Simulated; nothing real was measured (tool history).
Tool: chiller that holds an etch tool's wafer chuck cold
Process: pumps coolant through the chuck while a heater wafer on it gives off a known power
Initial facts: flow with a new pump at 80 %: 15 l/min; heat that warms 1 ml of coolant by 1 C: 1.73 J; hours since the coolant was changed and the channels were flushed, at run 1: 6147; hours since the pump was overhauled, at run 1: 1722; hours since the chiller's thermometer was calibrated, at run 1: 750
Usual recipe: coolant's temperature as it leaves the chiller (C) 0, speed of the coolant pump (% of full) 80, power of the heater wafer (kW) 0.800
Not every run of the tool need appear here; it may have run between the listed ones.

run    hour  coolant's temperature as it leaves the chiller (C)  speed of the coolant pump (% of full)  power of the heater wafer (kW)  hours since the coolant was changed and the channels were flushed  hours since the pump was overhauled  hours since the chiller's thermometer was calibrated  chuck's temperature once it has settled (C)  how much warmer the coolant comes back (C)
  1     0.0                                                   0                                     80                           0.800                                                               6147                                 1722                                                   750                                          6.4                                        1.95
  2    76.8                                                   0                                     80                           0.800                                                               6224                                 1799                                                   826                                          6.3                                        1.86
  3   156.8                                                   0                                     80                           0.800                                                               6304                                 1879                                                   906                                          6.5                                        1.90
  4   217.5                                                  -5                                     80                           0.800                                                               6365                                 1939                                                   967                                          1.5                                        1.86
  5   263.5                                                   0                                     80                           0.800                                                               6411                                 1985                                                  1013                                          6.5                                        1.83
  6   316.9                                                   0                                     80                           0.800                                                               6464                                 2039                                                  1066                                          6.4                                        1.90
  7   412.5                                                   0                                     80                           0.800                                                               6560                                 2134                                                  1162                                          6.4                                        1.94
  8   507.2                                                   0                                     80                           0.800                                                               6655                                 2229                                                  1257                                          6.5                                        1.90
      558.1  -- coolant changed, channels flushed
  9   577.9                                                   0                                     72                           0.800                                                                 20                                 2294                                                  1321                                          6.0                                        2.11
 10   620.1                                                   0                                     72                           0.800                                                                 62                                 2336                                                  1364                                          6.1                                        2.13
 11   697.8                                                   0                                     72                           0.800                                                                140                                 2414                                                  1441                                          6.1                                        2.18
 12   758.7                                                   0                                     72                           0.800                                                                201                                 2475                                                  1502                                          6.2                                        2.12
 13   835.3                                                   0                                     72                           0.800                                                                277                                 2551                                                  1579                                          6.2                                        2.14
 14   916.5                                                   0                                     72                           0.800                                                                358                                 2632                                                  1660                                          6.2                                        2.19
 15   959.7                                                   0                                     72                           0.800                                                                402                                 2676                                                  1703                                          6.3                                        2.18
 16  1034.8                                                   0                                     80                           0.800                                                                477                                 2751                                                  1778                                          5.7                                        1.93
 17  1126.5                                                   8                                     72                           0.966                                                                568                                 2842                                                  1870                                         15.5                                        2.59
 18  1184.4                                                   8                                     72                           0.966                                                                626                                 2900                                                  1928                                         15.5                                        2.58
 19  1263.6                                                   8                                     72                           0.823                                                                706                                 2979                                                  2007                                         14.6                                        2.20
 20  1312.9                                                  -3                                     61                           0.609                                                                755                                 3029                                                  2056                                          2.5                                        1.91
 21  1364.4                                                  -3                                     91                           0.644                                                                806                                 3080                                                  2108                                          1.1                                        1.37
 22  1446.9                                                  -9                                     80                           0.938                                                                889                                 3163                                                  2190                                         -2.2                                        2.20
 23  1500.9                                                   7                                     86                           0.670                                                                943                                 3217                                                  2244                                         11.4                                        1.51
 24  1558.0                                                   7                                     66                           0.448                                                               1000                                 3274                                                  2301                                         10.9                                        1.34
 25  1626.5                                                   5                                     80                           0.797                                                               1068                                 3342                                                  2370                                         10.8                                        1.93
     1643.5  -- chiller's thermometer calibrated
 26  1727.0                                                   9                                     76                           0.438                                                               1168                                 3442                                                    84                                         12.2                                        1.14
 27  1797.7                                                   9                                     76                           0.438                                                               1239                                 3513                                                   154                                         12.1                                        1.15
 28  1850.2                                                  -4                                     65                           0.800                                                               1291                                 3565                                                   207                                          2.9                                        2.40
 29  1896.5                                                  -8                                     80                           0.685                                                               1337                                 3611                                                   253                                         -3.1                                        1.63
 30  1975.8                                                  -2                                     80                           0.526                                                               1417                                 3691                                                   332                                          1.9                                        1.30
 31  2033.0                                                   7                                     80                           0.545                                                               1474                                 3748                                                   390                                         10.9                                        1.32

Hidden condition of the tool, last listed run before each entry between runs versus first listed run after:
Logged between run 8 and run 9: coolant changed, channels flushed (hour 558.1)
  heat passed by the chuck's channels, % of clean ones': 84.4 -> 99.8; flow at a given pump speed, % of a new pump's: 96.6 -> 96.5; coolant's true temperature over the reading, C: -0.06 -> -0.07
  difference, measured minus the result without the unlogged condition, chuck's temperature once it has settled (C): +0.9 -> +0.1; how much warmer the coolant comes back (C): +0.06 -> +0.07
Logged between run 25 and run 26: chiller's thermometer calibrated (hour 1643.5)
  heat passed by the chuck's channels, % of clean ones': 97.4 -> 97.2; flow at a given pump speed, % of a new pump's: 94.8 -> 94.6; coolant's true temperature over the reading, C: -0.13 -> -0.09
  difference, measured minus the result without the unlogged condition, chuck's temperature once it has settled (C): +0.2 -> +0.1; how much warmer the coolant comes back (C): +0.10 -> +0.06
